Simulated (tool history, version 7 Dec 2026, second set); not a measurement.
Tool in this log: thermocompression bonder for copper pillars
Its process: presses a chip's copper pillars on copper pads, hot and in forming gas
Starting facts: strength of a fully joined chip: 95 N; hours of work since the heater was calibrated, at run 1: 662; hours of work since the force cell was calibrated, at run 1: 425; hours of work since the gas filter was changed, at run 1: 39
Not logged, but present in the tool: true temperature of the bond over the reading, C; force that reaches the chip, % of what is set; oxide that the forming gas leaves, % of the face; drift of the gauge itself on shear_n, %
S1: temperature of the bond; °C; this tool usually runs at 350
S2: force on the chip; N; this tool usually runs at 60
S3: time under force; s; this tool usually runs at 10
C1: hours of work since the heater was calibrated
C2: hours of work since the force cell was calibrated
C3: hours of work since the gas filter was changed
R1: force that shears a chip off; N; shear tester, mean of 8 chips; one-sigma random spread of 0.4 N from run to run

run	day	S1	S2	S3	C1	C2	C3	R1
1	0	350	60	10	662	425	39	49.9
2	0.996	350	60	10	680	443	57	50.2
3	1.892	350	60	10	696	459	73	49.4
4	2.908	350	43	10	714	477	91	36.4
5	3.75	350	43	10	729	492	106	37.1
# day 4.258: heater calibrated with a thermocouple chip
6	4.458	350	43	10	4	504	117	36.6
7	5.246	350	60	12	18	518	132	52.9
8	5.733	350	60	12	26	526	140	53.4
9	6.642	350	60	12	43	543	157	53.9
10	7.071	350	60	10	50	550	164	49.6
11	7.575	350	42	10	59	559	173	36
12	8.229	373	60	10	71	571	185	61.4
13	9.075	373	60	10	86	586	200	60.8
14	10.088	331	76	12	104	604	218	52.8
15	10.521	360	79	19	112	612	226	77.2
16	10.942	350	89	20	120	620	233	78
17	11.708	348	53	22	133	633	247	56.8
18	12.133	348	53	22	141	641	255	56.8
19	12.975	365	83	22	156	656	270	82.7
20	13.654	372	60	6	168	668	282	51.9
21	14.088	372	60	6	176	676	290	52.4
22	14.796	373	39	8	188	688	302	39.3
23	15.258	373	39	8	197	697	311	40.1
24	16.096	371	60	18	212	712	326	69.8
25	16.692	375	73	20	222	722	336	81
26	17.671	339	51	13	240	740	354	41.5

4 options for the next run, each taken on its own from the tool as it stands now. Forecast them:
A	18.288	372	51	10	251	751	365	?
B	18.288	341	67	9	251	751	365	?
C	18.288	341	46	25	251	751	365	?
D	18.288	351	86	21	251	751	365	?

run	R1
A	55.4
B	47.9
C	49.3
D	77.3
Without the tool's unlogged condition, the same runs would have read:
run	R1
A	55.6
B	48.1
C	49.6
D	77.5
